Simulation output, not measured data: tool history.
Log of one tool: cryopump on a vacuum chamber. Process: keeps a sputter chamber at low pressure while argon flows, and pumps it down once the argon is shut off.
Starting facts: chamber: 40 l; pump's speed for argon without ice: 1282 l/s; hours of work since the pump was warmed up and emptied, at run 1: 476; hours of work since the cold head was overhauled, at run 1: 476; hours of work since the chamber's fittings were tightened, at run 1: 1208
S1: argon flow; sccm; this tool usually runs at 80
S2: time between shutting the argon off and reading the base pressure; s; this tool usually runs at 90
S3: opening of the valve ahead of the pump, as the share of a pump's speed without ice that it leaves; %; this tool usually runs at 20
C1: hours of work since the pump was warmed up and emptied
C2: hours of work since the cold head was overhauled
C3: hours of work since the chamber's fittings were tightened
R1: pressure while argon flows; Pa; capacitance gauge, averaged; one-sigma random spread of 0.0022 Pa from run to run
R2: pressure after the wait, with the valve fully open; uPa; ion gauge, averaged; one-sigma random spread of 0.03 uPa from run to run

run	hour	S1	S2	S3	C1	C2	C3	R1	R2
1	0.0	80	90	20	476	476	1208	0.5349	3.33
2	71.5	80	90	20	517	517	1248	0.5412	3.47
3	116.3	80	90	38	543	543	1274	0.2886	3.55
4	177.3	80	90	38	577	577	1309	0.2899	3.57
5	238.2	80	90	38	612	612	1343	0.2907	3.66
6	347.0	80	90	20	674	674	1405	0.5416	3.67
7	453.9	80	90	20	735	735	1466	0.5404	3.91
8	558.5	146	90	20	795	795	1526	0.9939	4.00
# hour 606.0: pump warmed up, emptied and cooled again
9	622.2	80	90	20	9	828	1559	0.5249	3.80
10	692.0	80	90	20	49	868	1599	0.5295	3.76
11	745.2	80	29	20	79	898	1629	0.5322	6.44
12	821.3	80	90	20	123	942	1673	0.5309	4.00
# hour 856.2: leaking fittings of the chamber tightened, without venting
13	926.0	80	90	20	181	1000	40	0.5310	1.67
14	973.5	80	90	20	208	1027	67	0.5315	1.70
15	1062.6	80	90	20	259	1078	118	0.5351	1.74
16	1154.4	80	90	20	311	1130	170	0.5381	1.85
17	1263.9	80	90	20	374	1193	232	0.5352	1.86
18	1351.5	80	90	20	424	1242	282	0.5359	2.01
19	1409.6	50	20	36	457	1276	315	0.1889	6.59
20	1512.8	80	50	20	516	1334	374	0.5381	3.11
21	1576.7	80	49	52	552	1371	411	0.2156	3.23
22	1680.3	39	299	49	611	1430	470	0.1109	1.39
23	1736.6	142	278	49	643	1462	502	0.4066	1.46
24	1841.0	142	278	49	703	1521	561	0.4096	1.65
25	1906.1	113	65	25	740	1558	598	0.6177	3.00
26	1969.8	113	65	25	776	1595	634	0.6254	3.01
# hour 2051.8: pump warmed up, emptied and cooled again
27	2079.1	88	65	25	16	1654	694	0.4674	2.94
28	2144.6	88	65	25	53	1692	731	0.4674	3.02
29	2204.4	68	97	27	87	1726	765	0.3353	2.50
30	2310.1	80	90	28	147	1786	826	0.3827	2.75
31	2404.8	39	90	18	201	1840	880	0.2909	2.82
32	2491.4	39	90	18	250	1889	929	0.2886	2.90
33	2592.8	155	90	22	308	1947	987	0.9425	3.07
34	2691.2	64	50	21	364	2003	1043	0.4090	4.17
35	2801.6	113	42	32	427	2066	1106	0.4781	4.61

Below are 3 alternative next runs, each starting from the tool's condition after run 35. Predict each:
A	2863.1	60	40	17	462	2101	1141	?	?
B	2863.1	77	121	20	462	2101	1141	?	?
C	2863.1	80	286	20	462	2101	1141	?	?

run	R1	R2
A	0.4739	4.79
B	0.5196	2.87
C	0.5374	2.34
Without the tool's unlogged condition, the same runs would have read:
run	R1	R2
A	0.4651	3.03
B	0.5082	1.14
C	0.5257	0.62
